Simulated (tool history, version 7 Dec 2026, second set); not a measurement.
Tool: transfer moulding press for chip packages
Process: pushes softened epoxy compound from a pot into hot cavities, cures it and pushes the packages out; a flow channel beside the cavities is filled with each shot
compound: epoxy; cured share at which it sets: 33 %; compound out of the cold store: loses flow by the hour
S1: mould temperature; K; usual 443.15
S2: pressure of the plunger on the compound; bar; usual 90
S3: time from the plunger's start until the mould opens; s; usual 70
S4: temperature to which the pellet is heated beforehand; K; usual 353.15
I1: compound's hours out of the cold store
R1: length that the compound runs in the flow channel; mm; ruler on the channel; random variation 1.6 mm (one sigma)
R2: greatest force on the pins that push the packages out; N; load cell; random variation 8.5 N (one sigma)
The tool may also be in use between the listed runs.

run 1 hour=0 | S1=443.15 S2=90 S3=70 S4=353.15 | I1=12.7 | R1=865 R2=397
run 2 hour=16 | S1=443.15 S2=90 S3=70 S4=353.15 | I1=10.8 | R1=868 R2=476
run 3 hour=38.3 | S1=443.15 S2=90 S3=70 S4=357.15 | I1=42.8 | R1=783 R2=514
run 4 hour=52.8 | S1=443.15 S2=90 S3=70 S4=357.15 | I1=14.2 | R1=852 R2=571
run 5 hour=74.7 | S1=443.15 S2=94.2 S3=70 S4=353.15 | I1=24.2 | R1=846 R2=628
run 6 hour=95.4 | S1=443.15 S2=90 S3=70 S4=346.15 | I1=29.8 | R1=806 R2=651
-- hour=101.6 cavities cleaned with cleaning compound and waxed
run 7 hour=121.8 | S1=443.15 S2=90 S3=70 S4=346.15 | I1=35.2 | R1=793 R2=492
run 8 hour=148.5 | S1=443.15 S2=78.5 S3=70 S4=353.15 | I1=22.9 | R1=768 R2=555
-- hour=160.3 mould's thermocouples calibrated
run 9 hour=170.5 | S1=443.15 S2=78.5 S3=70 S4=353.15 | I1=27 | R1=755 R2=602
run 10 hour=188.9 | S1=436.15 S2=90 S3=70 S4=353.15 | I1=27.7 | R1=822 R2=929
-- hour=206.1 cavities cleaned with cleaning compound and waxed
run 11 hour=218 | S1=436.15 S2=90 S3=70 S4=353.15 | I1=24.8 | R1=825 R2=616
-- hour=239.7 plunger's sealing rings changed
run 12 hour=243.8 | S1=443.15 S2=90 S3=70 S4=358.15 | I1=16.9 | R1=855 R2=522
run 13 hour=266.4 | S1=443.15 S2=90 S3=70 S4=358.15 | I1=19.7 | R1=846 R2=564
run 14 hour=286.4 | S1=443.15 S2=90 S3=73 S4=356.15 | I1=45.1 | R1=778 R2=565
-- hour=309.2 cavities cleaned with cleaning compound and waxed
run 15 hour=309.3 | S1=443.15 S2=90 S3=73 S4=356.15 | I1=25.1 | R1=829 R2=382
run 16 hour=331.9 | S1=443.15 S2=90 S3=81 S4=353.15 | I1=40.7 | R1=785 R2=430
run 17 hour=351.6 | S1=439.15 S2=90 S3=70 S4=353.15 | I1=24.8 | R1=837 R2=669
run 18 hour=375.8 | S1=442.15 S2=71.7 S3=97 S4=353.15 | I1=11.8 | R1=765 R2=537
run 19 hour=389.5 | S1=442.15 S2=71.7 S3=97 S4=353.15 | I1=37.5 | R1=709 R2=531
run 20 hour=406.5 | S1=443.15 S2=90 S3=100 S4=353.15 | I1=40 | R1=781 R2=554
-- hour=410.1 cavities cleaned with cleaning compound and waxed
run 21 hour=424 | S1=443.15 S2=90 S3=100 S4=353.15 | I1=26.7 | R1=808 R2=382
run 22 hour=444.4 | S1=451.15 S2=71.7 S3=95 S4=358.15 | I1=21.5 | R1=716 R2=454
run 23 hour=459.3 | S1=451.15 S2=71.7 S3=95 S4=358.15 | I1=36 | R1=685 R2=498
run 24 hour=480.7 | S1=445.15 S2=71.7 S3=95 S4=354.15 | I1=24.8 | R1=718 R2=518

4 ways to go on from here, each from the tool as it stands after run 24. What would each give?
run A hour=499.2 | S1=443.15 S2=90 S3=55 S4=353.15 | I1=42.5 | R1=? R2=?
run B hour=499.2 | S1=436.15 S2=93.6 S3=54 S4=354.15 | I1=25 | R1=? R2=?
run C hour=499.2 | S1=449.15 S2=69.2 S3=70 S4=353.15 | I1=20.9 | R1=? R2=?
run D hour=499.2 | S1=445.15 S2=72.8 S3=95 S4=357.15 | I1=24.8 | R1=? R2=?

run=A R1=765 R2=935
run=B R1=845 R2=1623
run=C R1=706 R2=550
run=D R1=722 R2=531
Without the tool's hidden state the same runs would have given:
run=A R1=789 R2=545
run=B R1=872 R2=946
run=C R1=728 R2=330
run=D R1=745 R2=318
